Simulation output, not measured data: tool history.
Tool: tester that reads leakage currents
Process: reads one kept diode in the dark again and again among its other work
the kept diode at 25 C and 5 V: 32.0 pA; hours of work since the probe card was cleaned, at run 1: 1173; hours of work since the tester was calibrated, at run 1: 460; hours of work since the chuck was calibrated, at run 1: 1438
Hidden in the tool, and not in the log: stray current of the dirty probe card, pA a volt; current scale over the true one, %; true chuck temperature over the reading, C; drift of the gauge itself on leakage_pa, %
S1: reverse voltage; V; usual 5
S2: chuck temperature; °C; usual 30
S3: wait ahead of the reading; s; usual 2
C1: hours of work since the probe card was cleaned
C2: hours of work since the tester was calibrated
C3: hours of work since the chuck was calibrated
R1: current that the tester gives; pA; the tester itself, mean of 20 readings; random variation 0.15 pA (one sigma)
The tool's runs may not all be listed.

| run | day | S1 | S2 | S3 | C1 | C2 | C3 | R1 |
|---|---|---|---|---|---|---|---|---|
| 1 | 0 | 5 | 30 | 2 | 1173 | 460 | 1438 | 49.96 |
| 2 | 1.233 | 5 | 30 | 2 | 1186 | 473 | 1451 | 50.33 |
| 3 | 2.65 | 5 | 30 | 0.36 | 1200 | 487 | 1465 | 53.02 |
| 4 | 3.646 | 5 | 30 | 0.36 | 1210 | 498 | 1475 | 52.98 |
| 5 | 4.879 | 1.72 | 30 | 2 | 1223 | 510 | 1488 | 31.5 |
| 6 | 5.738 | 1.72 | 54 | 2 | 1232 | 519 | 1497 | 166.96 |
| 7 | 7.096 | 1.72 | 54 | 2 | 1246 | 533 | 1511 | 166.64 |
| 8 | 7.917 | 1.72 | 54 | 2 | 1254 | 541 | 1519 | 167.51 |
| 9 | 9.296 | 1.72 | 54 | 2 | 1268 | 555 | 1533 | 166.87 |
| 10 | 10.462 | 1.72 | 54 | 2 | 1280 | 567 | 1545 | 166.15 |
| 11 | 11.333 | 5 | 30 | 3.83 | 1289 | 576 | 1554 | 50.15 |
| 12 | 12.679 | 5 | 24 | 2 | 1303 | 590 | 1568 | 34.97 |
| 13 | 13.642 | 5 | 24 | 2 | 1313 | 600 | 1577 | 34.87 |
| 14 | 14.296 | 5 | 24 | 2 | 1319 | 606 | 1584 | 34.84 |
| 15 | 14.929 | 5 | 24 | 2 | 1326 | 613 | 1591 | 34.71 |
| 16 | 15.738 | 5 | 24 | 2 | 1334 | 621 | 1599 | 34.98 |
| 17 | 17.108 | 5 | 30 | 6.09 | 1348 | 635 | 1613 | 50.51 |
| 18 | 18.554 | 5 | 30 | 6.09 | 1363 | 650 | 1628 | 50.55 |
| 19 | 19.725 | 5 | 30 | 6.09 | 1375 | 662 | 1640 | 50.03 |
| 20 | 20.896 | 5 | 30 | 2 | 1387 | 674 | 1652 | 51.12 |
| 21 | 22.262 | 10.14 | 21 | 1.05 | 1401 | 688 | 1666 | 47.03 |
| 22 | 23.596 | 1.32 | 38 | 2 | 1414 | 701 | 1679 | 49.49 |
| 23 | 24.192 | 1.32 | 50 | 2 | 1420 | 708 | 1685 | 114.36 |
| 24 | 25.438 | 1.32 | 50 | 2 | 1433 | 720 | 1698 | 114.18 |
| 25 | 26.254 | 2.12 | 46 | 2.2 | 1441 | 729 | 1706 | 103.68 |
| 26 | 27.708 | 2.12 | 46 | 2.2 | 1456 | 743 | 1721 | 104.04 |
|  | 28.208 | chuck's temperature calibrated |
| 27 | 29.142 | 2.12 | 21 | 6.39 | 1470 | 757 | 10 | 21.45 |
| 28 | 30.154 | 5.38 | 21 | 6.85 | 1480 | 768 | 20 | 34.89 |
| 29 | 30.912 | 3.97 | 26 | 6.59 | 1488 | 775 | 28 | 40.04 |

Forecast run 30:
| 30 | 31.946 | 13.6 | 30 | 0.93 | 1499 | 786 | 38 | ? |

R1: 99.77 pA
Without the tool's hidden state the same run would have given R1 71.74 pA.

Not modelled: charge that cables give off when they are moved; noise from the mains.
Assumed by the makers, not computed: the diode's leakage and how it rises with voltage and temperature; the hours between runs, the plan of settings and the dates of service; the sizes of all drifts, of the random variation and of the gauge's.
